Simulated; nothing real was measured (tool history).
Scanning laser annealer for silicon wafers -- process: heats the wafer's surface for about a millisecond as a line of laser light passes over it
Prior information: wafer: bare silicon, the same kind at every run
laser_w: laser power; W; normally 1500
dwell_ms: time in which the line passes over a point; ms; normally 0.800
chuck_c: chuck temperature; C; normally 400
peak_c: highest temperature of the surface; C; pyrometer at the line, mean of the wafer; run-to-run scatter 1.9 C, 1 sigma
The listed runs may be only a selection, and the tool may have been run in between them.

| run | hour | laser_w | dwell_ms | chuck_c | peak_c |
|---|---|---|---|---|---|
| 1 | 0.0 | 1500 | 0.800 | 400 | 1131 |
| 2 | 18.4 | 1500 | 0.800 | 400 | 1127 |
| 3 | 37.0 | 1500 | 0.800 | 400 | 1129 |
| 4 | 55.8 | 1601 | 0.800 | 400 | 1175 |
| 5 | 97.1 | 1601 | 0.800 | 400 | 1172 |
| 6 | 114.5 | 1601 | 0.800 | 400 | 1171 |
| 7 | 137.1 | 1500 | 0.800 | 400 | 1123 |
| 8 | 165.5 | 1500 | 0.800 | 400 | 1124 |
| 9 | 191.0 | 1500 | 0.800 | 400 | 1125 |
| 10 | 228.9 | 1500 | 0.800 | 400 | 1122 |
| 11 | 247.0 | 1500 | 0.800 | 400 | 1122 |
| 12 | 280.5 | 1500 | 0.800 | 400 | 1118 |
| 13 | 315.2 | 1500 | 0.800 | 400 | 1118 |
| 14 | 338.1 | 1500 | 0.800 | 400 | 1119 |
| 15 | 370.2 | 1500 | 0.800 | 400 | 1118 |
| 16 | 402.0 | 1500 | 0.800 | 405 | 1122 |
| 17 | 422.0 | 1500 | 0.800 | 419 | 1134 |
| 18 | 440.1 | 1500 | 0.800 | 419 | 1136 |
| 19 | 462.7 | 1500 | 0.800 | 400 | 1113 |
|  | 471.6 | optics aligned, line set to its width |
| 20 | 496.1 | 1500 | 0.800 | 400 | 1112 |
| 21 | 532.9 | 1276 | 0.810 | 361 | 974 |
| 22 | 564.7 | 1348 | 0.810 | 430 | 1075 |
| 23 | 588.6 | 1500 | 0.800 | 419 | 1127 |
| 24 | 627.3 | 1500 | 0.800 | 419 | 1125 |
| 25 | 666.8 | 1500 | 0.800 | 419 | 1121 |
|  | 706.8 | optics aligned, line set to its width, once more |
| 26 | 712.4 | 1449 | 0.925 | 439 | 1189 |
| 27 | 733.4 | 1449 | 0.925 | 439 | 1189 |
| 28 | 775.0 | 1326 | 0.841 | 415 | 1069 |
| 29 | 796.2 | 1326 | 0.841 | 415 | 1067 |
| 30 | 824.4 | 1648 | 0.641 | 434 | 1115 |
| 31 | 846.3 | 1648 | 0.993 | 388 | 1268 |
| 32 | 874.8 | 1648 | 0.993 | 388 | 1266 |
| 33 | 912.2 | 1552 | 0.993 | 438 | 1266 |
| 34 | 930.8 | 1565 | 0.993 | 370 | 1205 |
| 35 | 963.5 | 1565 | 0.993 | 370 | 1202 |
| 36 | 981.9 | 1388 | 0.800 | 386 | 1040 |
| 37 | 1017.5 | 1388 | 0.788 | 363 | 1010 |
| 38 | 1051.2 | 1388 | 0.788 | 363 | 1009 |
| 39 | 1084.8 | 1388 | 0.788 | 363 | 1008 |
| 40 | 1125.5 | 1388 | 0.788 | 363 | 1006 |

Each row is a separate what-if for the run after 40, all from the same tool condition, not one after another. Results?
| A | 1164.4 | 1465 | 0.800 | 432 | ? |
| B | 1164.4 | 1617 | 0.762 | 410 | ? |
| C | 1164.4 | 1398 | 0.969 | 400 | ? |
| D | 1164.4 | 1388 | 0.788 | 434 | ? |
| E | 1164.4 | 1388 | 0.900 | 381 | ? |

| run | peak_c |
|---|---|
| A | 1115 |
| B | 1143 |
| C | 1129 |
| D | 1079 |
| E | 1080 |
Without the tool's unlogged condition, the same runs would have read:
| run | peak_c |
|---|---|
| A | 1148 |
| B | 1178 |
| C | 1164 |
| D | 1110 |
| E | 1113 |
